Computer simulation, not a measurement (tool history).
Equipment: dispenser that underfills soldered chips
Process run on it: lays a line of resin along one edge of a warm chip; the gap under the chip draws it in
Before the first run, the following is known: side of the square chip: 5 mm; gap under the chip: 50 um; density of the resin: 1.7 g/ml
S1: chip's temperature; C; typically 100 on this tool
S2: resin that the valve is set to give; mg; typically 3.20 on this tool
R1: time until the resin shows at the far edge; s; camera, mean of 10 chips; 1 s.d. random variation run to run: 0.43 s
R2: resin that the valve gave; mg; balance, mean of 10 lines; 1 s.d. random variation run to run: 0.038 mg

run 1 day=0.000 | S1=100 S2=3.20 | R1=41.7 R2=2.93
-- day=0.342 new syringe of resin
run 2 day=0.375 | S1=100 S2=3.20 | R1=32.3 R2=2.87
run 3 day=0.596 | S1=100 S2=3.20 | R1=37.4 R2=2.98
run 4 day=1.029 | S1=100 S2=3.20 | R1=48.0 R2=2.93
-- day=1.167 new syringe of resin
run 5 day=1.304 | S1=100 S2=3.20 | R1=35.3 R2=2.88
run 6 day=1.562 | S1=100 S2=4.12 | R1=40.5 R2=3.73
-- day=2.004 new syringe of resin
run 7 day=2.042 | S1=100 S2=3.92 | R1=31.8 R2=3.47
run 8 day=2.325 | S1=100 S2=3.92 | R1=38.3 R2=3.47
run 9 day=2.642 | S1=100 S2=3.20 | R1=47.2 R2=2.84
-- day=2.829 new syringe of resin
-- day=2.971 dispensing valve cleaned and set on the balance
run 10 day=3.033 | S1=100 S2=3.20 | R1=34.8 R2=3.18
run 11 day=3.288 | S1=100 S2=3.20 | R1=40.8 R2=3.20
run 12 day=3.588 | S1=100 S2=3.20 | R1=48.7 R2=3.18
-- day=3.692 new syringe of resin
run 13 day=3.983 | S1=102 S2=3.50 | R1=35.2 R2=3.47
run 14 day=4.367 | S1=108 S2=3.12 | R1=37.1 R2=3.03
-- day=4.508 new syringe of resin
run 15 day=4.821 | S1=102 S2=2.88 | R1=36.5 R2=2.78
run 16 day=5.146 | S1=103 S2=3.05 | R1=41.7 R2=2.94
-- day=5.354 new syringe of resin
run 17 day=5.567 | S1=96 S2=3.49 | R1=42.8 R2=3.43
run 18 day=5.858 | S1=96 S2=3.49 | R1=50.6 R2=3.33
run 19 day=6.104 | S1=107 S2=2.88 | R1=41.0 R2=2.76
-- day=6.175 new syringe of resin
run 20 day=6.362 | S1=111 S2=3.21 | R1=25.7 R2=3.01

Consider 5 possible next runs. They are alternatives, not a sequence: every one starts from the tool as it was left by run 20. What does each give?
run A day=6.629 | S1=107 S2=4.02 | R1=? R2=?
run B day=6.629 | S1=112 S2=3.34 | R1=? R2=?
run C day=6.629 | S1=85 S2=3.21 | R1=? R2=?
run D day=6.629 | S1=111 S2=4.06 | R1=? R2=?
run E day=6.629 | S1=96 S2=3.26 | R1=? R2=?

run=A R1=33.9 R2=3.83
run=B R1=30.0 R2=3.17
run=C R1=72.0 R2=3.04
run=D R1=29.8 R2=3.80
run=E R1=48.6 R2=3.10
Without the tool's hidden state the same runs would have given:
run=A R1=24.9 R2=4.04
run=B R1=22.2 R2=3.34
run=C R1=52.1 R2=3.21
run=D R1=22.0 R2=4.01
run=E R1=35.4 R2=3.27
